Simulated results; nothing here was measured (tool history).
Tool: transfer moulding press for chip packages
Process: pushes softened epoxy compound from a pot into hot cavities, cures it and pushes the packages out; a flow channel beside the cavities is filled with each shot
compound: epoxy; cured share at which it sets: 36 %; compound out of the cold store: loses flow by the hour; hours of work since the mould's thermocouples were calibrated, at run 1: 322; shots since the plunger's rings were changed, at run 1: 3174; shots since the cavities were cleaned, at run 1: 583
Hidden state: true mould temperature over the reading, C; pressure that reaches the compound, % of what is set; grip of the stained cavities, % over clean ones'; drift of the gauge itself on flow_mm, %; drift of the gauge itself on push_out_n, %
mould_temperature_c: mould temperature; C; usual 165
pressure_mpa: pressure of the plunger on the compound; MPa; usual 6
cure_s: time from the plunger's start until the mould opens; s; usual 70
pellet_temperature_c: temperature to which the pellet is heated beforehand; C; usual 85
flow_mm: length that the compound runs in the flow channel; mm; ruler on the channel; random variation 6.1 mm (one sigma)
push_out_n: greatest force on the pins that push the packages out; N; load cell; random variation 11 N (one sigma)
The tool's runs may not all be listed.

run,day,mould_temperature_c,pressure_mpa,cure_s,pellet_temperature_c,hours of work since the mould's thermocouples were calibrated,shots since the plunger's rings were changed,shots since the cavities were cleaned,incoming compound's hours out of the cold store,flow_mm,push_out_n
1,0,165,6,70,85,322,3174,583,15.6,651,731
# day 0.512: cavities cleaned with cleaning compound and waxed
2,1.321,165,6,70,85,334,3484,199,39.3,597,772
3,2.146,165,6,70,85,342,3687,402,11.4,660,849
4,2.933,165,6,70,85,349,3882,597,17.7,639,857
# day 3.433: cavities cleaned with cleaning compound and waxed
5,3.821,165,6,70,85,357,4085,96,36.1,603,571
6,4.425,165,6,70,85,363,4234,245,9.9,665,662
# day 4.583: cavities cleaned with cleaning compound and waxed, once more
7,5.721,165,6,70,85,375,4539,282,33.6,612,664
8,6.783,165,6,70,85,385,4801,544,42.7,579,713
# day 7.525: cavities cleaned with cleaning compound and waxed
9,8.017,165,6,70,85,397,5089,121,21.8,624,614
10,9.042,165,6,70,82,407,5342,374,13.7,636,705
# day 9.338: plunger's sealing rings changed
11,9.762,165,6,70,82,413,105,526,16.7,675,745
# day 10.575: cavities cleaned with cleaning compound and waxed
12,10.746,165,6.97,70,85,422,333,43,12.3,739,540
13,11.454,165,6.97,70,85,429,507,217,20.6,726,605
14,12.142,171,7.12,89,93,435,677,387,31.6,678,601
# day 13.438: cavities cleaned with cleaning compound and waxed
15,13.438,165,6,79,85,447,981,0,45.1,605,453
16,14.196,165,6,79,85,454,1167,186,9.4,688,556
17,14.829,167,6.85,57,81,461,1324,343,39.3,659,857
18,16.029,167,6.85,57,81,472,1620,639,35.2,656,943

Hidden state or all else? Some run-to-run changes of flow_mm, split into what the settings, what came in and random variation would give without the hidden state, and what is left for the hidden state (with any gauge scatter that isn't in both results):
Run 10 -> 11: plunger's sealing rings changed. flow_mm +39 mm: hidden state +54, all else -15.
Run 15 -> 16: no setting changed, nothing entered. flow_mm +83 mm: hidden state -2, all else +85.

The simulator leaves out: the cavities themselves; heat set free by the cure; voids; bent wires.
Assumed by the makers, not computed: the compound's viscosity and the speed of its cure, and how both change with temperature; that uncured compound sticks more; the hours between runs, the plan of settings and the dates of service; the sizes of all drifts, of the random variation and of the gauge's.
